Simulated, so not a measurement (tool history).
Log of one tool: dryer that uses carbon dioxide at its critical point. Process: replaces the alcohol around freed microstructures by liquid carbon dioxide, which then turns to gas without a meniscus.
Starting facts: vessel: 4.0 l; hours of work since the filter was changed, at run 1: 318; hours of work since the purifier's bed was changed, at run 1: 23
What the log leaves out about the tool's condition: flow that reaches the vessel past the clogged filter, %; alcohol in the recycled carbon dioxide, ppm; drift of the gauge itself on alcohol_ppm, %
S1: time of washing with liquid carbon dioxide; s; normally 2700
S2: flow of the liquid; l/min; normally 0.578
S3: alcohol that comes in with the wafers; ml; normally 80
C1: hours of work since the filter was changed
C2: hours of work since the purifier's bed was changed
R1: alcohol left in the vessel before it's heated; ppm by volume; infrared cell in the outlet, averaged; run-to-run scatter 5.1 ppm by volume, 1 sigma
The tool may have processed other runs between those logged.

| run | hour | S1 | S2 | S3 | C1 | C2 | R1 |
|---|---|---|---|---|---|---|---|
| 1 | 0 | 2700 | 0.578 | 80 | 318 | 23 | 80 |
| 2 | 18.4 | 2700 | 0.578 | 80 | 326 | 31 | 75 |
| 3 | 39.9 | 2700 | 0.578 | 80 | 335 | 41 | 76 |
| 4 | 67.6 | 2700 | 0.578 | 80 | 347 | 53 | 84 |
| 5 | 107.8 | 2700 | 0.578 | 80 | 365 | 71 | 87 |
| 6 | 128.9 | 2700 | 0.578 | 80 | 374 | 80 | 94 |
| 7 | 154.6 | 2700 | 0.366 | 80 | 386 | 91 | 543 |
| 8 | 171.8 | 2700 | 0.366 | 80 | 393 | 99 | 559 |
| 9 | 197.2 | 3480 | 0.578 | 80 | 405 | 110 | 31 |
| 10 | 219.8 | 3480 | 0.578 | 80 | 415 | 120 | 25 |
| 11 | 260 | 3480 | 0.578 | 24 | 432 | 138 | 17 |
| 12 | 299.9 | 2040 | 0.578 | 80 | 450 | 155 | 331 |
| 13 | 325.9 | 2040 | 0.976 | 80 | 461 | 167 | 44 |
| 14 | 361.1 | 2040 | 0.976 | 80 | 477 | 182 | 51 |
| 15 | 383.3 | 3180 | 0.867 | 110 | 487 | 192 | 26 |
| 16 | 406.4 | 3180 | 0.867 | 110 | 497 | 202 | 18 |
| 17 | 427.6 | 1680 | 0.796 | 24 | 506 | 212 | 90 |
| 18 | 447.7 | 2700 | 0.913 | 92 | 515 | 220 | 31 |
| 19 | 479.2 | 4020 | 0.519 | 80 | 529 | 234 | 45 |
| 20 | 506.7 | 4020 | 0.519 | 80 | 541 | 246 | 43 |
| 21 | 529.1 | 4020 | 0.519 | 80 | 551 | 256 | 51 |
|  | 563.3 | inlet filter changed |
| 22 | 564.1 | 3540 | 0.524 | 105 | 0 | 271 | 47 |
| 23 | 585.5 | 3540 | 0.524 | 105 | 10 | 281 | 53 |
| 24 | 626.9 | 2700 | 0.349 | 80 | 28 | 299 | 510 |
| 25 | 644.7 | 2160 | 0.526 | 71 | 36 | 307 | 246 |
| 26 | 676 | 2520 | 0.526 | 29 | 50 | 321 | 76 |
| 27 | 717.9 | 2520 | 0.602 | 91 | 68 | 339 | 103 |
| 28 | 735.1 | 4260 | 0.705 | 79 | 76 | 347 | 33 |

The same runs without the tool's hidden state, with the same run-to-run variation:
| run | R1 |
|---|---|
| 1 | 54 |
| 2 | 47 |
| 3 | 49 |
| 4 | 53 |
| 5 | 53 |
| 6 | 57 |
| 7 | 389 |
| 8 | 396 |
| 9 | 13 |
| 10 | 7 |
| 11 | 2 |
| 12 | 209 |
| 13 | 18 |
| 14 | 22 |
| 15 | 7 |
| 16 | 0 |
| 17 | 44 |
| 18 | 8 |
| 19 | 15 |
| 20 | 12 |
| 21 | 18 |
| 22 | 22 |
| 23 | 27 |
| 24 | 470 |
| 25 | 210 |
| 26 | 45 |
| 27 | 67 |
| 28 | 2 |

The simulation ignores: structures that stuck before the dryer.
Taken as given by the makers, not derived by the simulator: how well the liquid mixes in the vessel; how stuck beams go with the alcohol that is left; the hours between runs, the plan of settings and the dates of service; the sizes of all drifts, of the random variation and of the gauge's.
